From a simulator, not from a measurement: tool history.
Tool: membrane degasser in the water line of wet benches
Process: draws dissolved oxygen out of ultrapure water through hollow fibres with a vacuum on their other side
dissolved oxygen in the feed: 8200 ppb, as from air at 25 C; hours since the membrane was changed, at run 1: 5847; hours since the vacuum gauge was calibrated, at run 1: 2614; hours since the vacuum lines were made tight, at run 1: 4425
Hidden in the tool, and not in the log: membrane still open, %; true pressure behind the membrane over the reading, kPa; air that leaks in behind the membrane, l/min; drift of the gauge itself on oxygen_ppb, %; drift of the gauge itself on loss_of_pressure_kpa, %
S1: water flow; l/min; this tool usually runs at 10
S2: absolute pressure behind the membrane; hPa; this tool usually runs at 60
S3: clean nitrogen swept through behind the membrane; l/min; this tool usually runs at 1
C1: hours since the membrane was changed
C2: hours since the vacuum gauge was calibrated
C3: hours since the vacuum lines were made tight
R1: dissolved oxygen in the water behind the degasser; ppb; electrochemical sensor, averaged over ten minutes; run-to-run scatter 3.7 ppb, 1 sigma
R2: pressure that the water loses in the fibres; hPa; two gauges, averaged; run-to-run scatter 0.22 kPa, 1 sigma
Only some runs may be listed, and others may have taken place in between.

Run 1, hour 0: usual settings; C1 5847; C2 2614; C3 4425. Result: R1 443.5 ppb, R2 588.9 hPa.
Run 2, hour 78.9: usual settings but S3 0.45 l/min; C1 5926; C2 2693; C3 4504. Result: R1 508.3 ppb, R2 593 hPa.
Run 3, hour 157: usual settings; C1 6004; C2 2771; C3 4582. Result: R1 453.6 ppb, R2 588.5 hPa.
Run 4, hour 336.4: usual settings; C1 6184; C2 2950; C3 4761. Result: R1 455.4 ppb, R2 591.1 hPa.
Run 5, hour 417.9: usual settings; C1 6265; C2 3032; C3 4843. Result: R1 462.7 ppb, R2 595.4 hPa.
Run 6, hour 499.5: usual settings; C1 6347; C2 3114; C3 4924. Result: R1 459.7 ppb, R2 593.7 hPa.

Estimate the outcome of run 7 from the log above:
Run 7, hour 639: usual settings; C1 6486; C2 3253; C3 5064. Result: R1 ?, R2 ?.

Run 7 produced R1 460.5 ppb, R2 596.6 hPa.
With the hidden condition absent and the run-to-run variation left alone, this run would have shown R1 367.8 ppb, R2 551.5 hPa.
